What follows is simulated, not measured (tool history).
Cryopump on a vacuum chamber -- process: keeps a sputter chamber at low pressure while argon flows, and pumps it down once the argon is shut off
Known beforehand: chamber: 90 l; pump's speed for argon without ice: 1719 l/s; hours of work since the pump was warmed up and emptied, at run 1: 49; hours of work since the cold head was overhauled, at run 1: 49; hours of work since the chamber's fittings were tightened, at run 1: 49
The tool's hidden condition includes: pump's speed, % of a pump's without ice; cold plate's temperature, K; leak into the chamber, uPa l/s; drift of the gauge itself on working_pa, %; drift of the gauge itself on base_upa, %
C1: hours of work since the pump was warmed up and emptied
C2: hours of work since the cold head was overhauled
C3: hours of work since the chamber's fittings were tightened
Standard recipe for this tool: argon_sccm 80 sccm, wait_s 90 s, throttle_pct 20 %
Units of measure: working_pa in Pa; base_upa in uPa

{"run": 1, "hour": 0.0, "argon_sccm": 80, "wait_s": 90, "throttle_pct": 20, "C1": 49, "C2": 49, "C3": 49, "working_pa": 0.3946, "base_upa": 0.85}
{"run": 2, "hour": 26.1, "argon_sccm": 80, "wait_s": 90, "throttle_pct": 20, "C1": 71, "C2": 71, "C3": 71, "working_pa": 0.395, "base_upa": 0.87}
{"run": 3, "hour": 75.7, "argon_sccm": 80, "wait_s": 90, "throttle_pct": 20, "C1": 114, "C2": 114, "C3": 114, "working_pa": 0.3955, "base_upa": 0.92}
{"run": 4, "hour": 116.9, "argon_sccm": 69, "wait_s": 90, "throttle_pct": 20, "C1": 150, "C2": 150, "C3": 150, "working_pa": 0.3442, "base_upa": 0.93}
{"run": 5, "hour": 162.9, "argon_sccm": 69, "wait_s": 90, "throttle_pct": 20, "C1": 189, "C2": 189, "C3": 189, "working_pa": 0.3427, "base_upa": 0.94}
{"run": 6, "hour": 186.6, "argon_sccm": 69, "wait_s": 90, "throttle_pct": 20, "C1": 209, "C2": 209, "C3": 209, "working_pa": 0.3404, "base_upa": 0.95}
{"run": 7, "hour": 209.3, "argon_sccm": 69, "wait_s": 90, "throttle_pct": 20, "C1": 229, "C2": 229, "C3": 229, "working_pa": 0.344, "base_upa": 0.99}
{"run": 8, "hour": 252.7, "argon_sccm": 69, "wait_s": 90, "throttle_pct": 20, "C1": 266, "C2": 266, "C3": 266, "working_pa": 0.3425, "base_upa": 0.98}
{"run": 9, "hour": 299.4, "argon_sccm": 80, "wait_s": 90, "throttle_pct": 20, "C1": 306, "C2": 306, "C3": 306, "working_pa": 0.3976, "base_upa": 0.97}
{"run": 10, "hour": 323.7, "argon_sccm": 80, "wait_s": 90, "throttle_pct": 20, "C1": 327, "C2": 327, "C3": 327, "working_pa": 0.3993, "base_upa": 1.03}
{"run": 11, "hour": 346.0, "argon_sccm": 80, "wait_s": 90, "throttle_pct": 20, "C1": 347, "C2": 347, "C3": 347, "working_pa": 0.3999, "base_upa": 1}
{"run": 12, "hour": 385.8, "argon_sccm": 80, "wait_s": 90, "throttle_pct": 20, "C1": 381, "C2": 381, "C3": 381, "working_pa": 0.4011, "base_upa": 1.05}
{"run": 13, "hour": 432.5, "argon_sccm": 80, "wait_s": 90, "throttle_pct": 20, "C1": 421, "C2": 421, "C3": 421, "working_pa": 0.4038, "base_upa": 1.05}
{"run": 14, "hour": 466.9, "argon_sccm": 80, "wait_s": 90, "throttle_pct": 20, "C1": 450, "C2": 450, "C3": 450, "working_pa": 0.405, "base_upa": 1.1}
{"run": 15, "hour": 517.4, "argon_sccm": 80, "wait_s": 90, "throttle_pct": 27, "C1": 494, "C2": 494, "C3": 494, "working_pa": 0.3026, "base_upa": 1.11}
{"run": 16, "hour": 565.9, "argon_sccm": 80, "wait_s": 90, "throttle_pct": 27, "C1": 536, "C2": 536, "C3": 536, "working_pa": 0.306, "base_upa": 1.13}
{"run": 17, "hour": 603.4, "argon_sccm": 80, "wait_s": 90, "throttle_pct": 27, "C1": 568, "C2": 568, "C3": 568, "working_pa": 0.3027, "base_upa": 1.15}
{"run": 18, "hour": 653.1, "argon_sccm": 80, "wait_s": 220, "throttle_pct": 19, "C1": 610, "C2": 610, "C3": 610, "working_pa": 0.4258, "base_upa": 0.78}
{"run": 19, "hour": 676.2, "argon_sccm": 80, "wait_s": 32, "throttle_pct": 21, "C1": 630, "C2": 630, "C3": 630, "working_pa": 0.3894, "base_upa": 2.3}
{"run": 20, "hour": 723.6, "argon_sccm": 80, "wait_s": 32, "throttle_pct": 21, "C1": 671, "C2": 671, "C3": 671, "working_pa": 0.3924, "base_upa": 2.49}
{"run": 21, "hour": 765.8, "argon_sccm": 78, "wait_s": 125, "throttle_pct": 60, "C1": 707, "C2": 707, "C3": 707, "working_pa": 0.1428, "base_upa": 1}
{"run": 22, "hour": 810.5, "argon_sccm": 78, "wait_s": 125, "throttle_pct": 55, "C1": 746, "C2": 746, "C3": 746, "working_pa": 0.1571, "base_upa": 1.09}
{"run": 23, "hour": 839.5, "argon_sccm": 78, "wait_s": 125, "throttle_pct": 55, "C1": 771, "C2": 771, "C3": 771, "working_pa": 0.1595, "base_upa": 1.1}
{"run": 24, "hour": 884.8, "argon_sccm": 78, "wait_s": 125, "throttle_pct": 55, "C1": 810, "C2": 810, "C3": 810, "working_pa": 0.1589, "base_upa": 1.13}
{"run": 25, "hour": 912.4, "argon_sccm": 80, "wait_s": 73, "throttle_pct": 34, "C1": 833, "C2": 833, "C3": 833, "working_pa": 0.2509, "base_upa": 1.51}
{"hour": 957.8, "done": "pump warmed up, emptied and cooled again"}
{"run": 26, "hour": 962.2, "argon_sccm": 59, "wait_s": 27, "throttle_pct": 52, "C1": 4, "C2": 872, "C3": 872, "working_pa": 0.1122, "base_upa": 2.67}
{"run": 27, "hour": 1010.7, "argon_sccm": 80, "wait_s": 59, "throttle_pct": 27, "C1": 46, "C2": 914, "C3": 914, "working_pa": 0.2901, "base_upa": 1.54}
{"run": 28, "hour": 1050.3, "argon_sccm": 81, "wait_s": 206, "throttle_pct": 20, "C1": 80, "C2": 948, "C3": 948, "working_pa": 0.401, "base_upa": 0.89}
{"run": 29, "hour": 1104.2, "argon_sccm": 81, "wait_s": 206, "throttle_pct": 20, "C1": 126, "C2": 994, "C3": 994, "working_pa": 0.4003, "base_upa": 0.89}
{"run": 30, "hour": 1144.4, "argon_sccm": 81, "wait_s": 206, "throttle_pct": 20, "C1": 160, "C2": 1029, "C3": 1029, "working_pa": 0.4002, "base_upa": 0.99}
{"run": 31, "hour": 1193.7, "argon_sccm": 81, "wait_s": 206, "throttle_pct": 20, "C1": 203, "C2": 1071, "C3": 1071, "working_pa": 0.4047, "base_upa": 0.9}
{"run": 32, "hour": 1233.6, "argon_sccm": 50, "wait_s": 77, "throttle_pct": 48, "C1": 237, "C2": 1105, "C3": 1105, "working_pa": 0.1048, "base_upa": 1.44}
{"run": 33, "hour": 1270.6, "argon_sccm": 67, "wait_s": 90, "throttle_pct": 36, "C1": 269, "C2": 1137, "C3": 1137, "working_pa": 0.1868, "base_upa": 1.4}

Below, some changes in working_pa between adjacent runs. For each, the amount present without the hidden state too (settings, incoming material, random variation) and the amount remaining for the hidden state with gauge scatter not shared by both compared results:
Run 8 -> 9: argon_sccm 69 -> 80. working_pa +0.0551 Pa: hidden state +0.0017, all else +0.0534.
Run 20 -> 21: argon_sccm 80 -> 78, wait_s 32 -> 125, throttle_pct 21 -> 60. working_pa -0.2496 Pa: hidden state +0.0004, all else -0.25.
Run 25 -> 26: argon_sccm 80 -> 59, wait_s 73 -> 27, throttle_pct 34 -> 52, pump warmed up, emptied and cooled again. working_pa -0.1387 Pa: hidden state -0.0203, all else -0.1184.
Run 26 -> 27: argon_sccm 59 -> 80, wait_s 27 -> 59, throttle_pct 52 -> 27. working_pa +0.1779 Pa: hidden state +0.0009, all else +0.177.
Run 31 -> 32: argon_sccm 81 -> 50, wait_s 206 -> 77, throttle_pct 20 -> 48. working_pa -0.2999 Pa: hidden state -0.0014, all else -0.2985.
Run 32 -> 33: argon_sccm 50 -> 67, wait_s 77 -> 90, throttle_pct 48 -> 36. working_pa +0.082 Pa: hidden state +0.0017, all else +0.0803.

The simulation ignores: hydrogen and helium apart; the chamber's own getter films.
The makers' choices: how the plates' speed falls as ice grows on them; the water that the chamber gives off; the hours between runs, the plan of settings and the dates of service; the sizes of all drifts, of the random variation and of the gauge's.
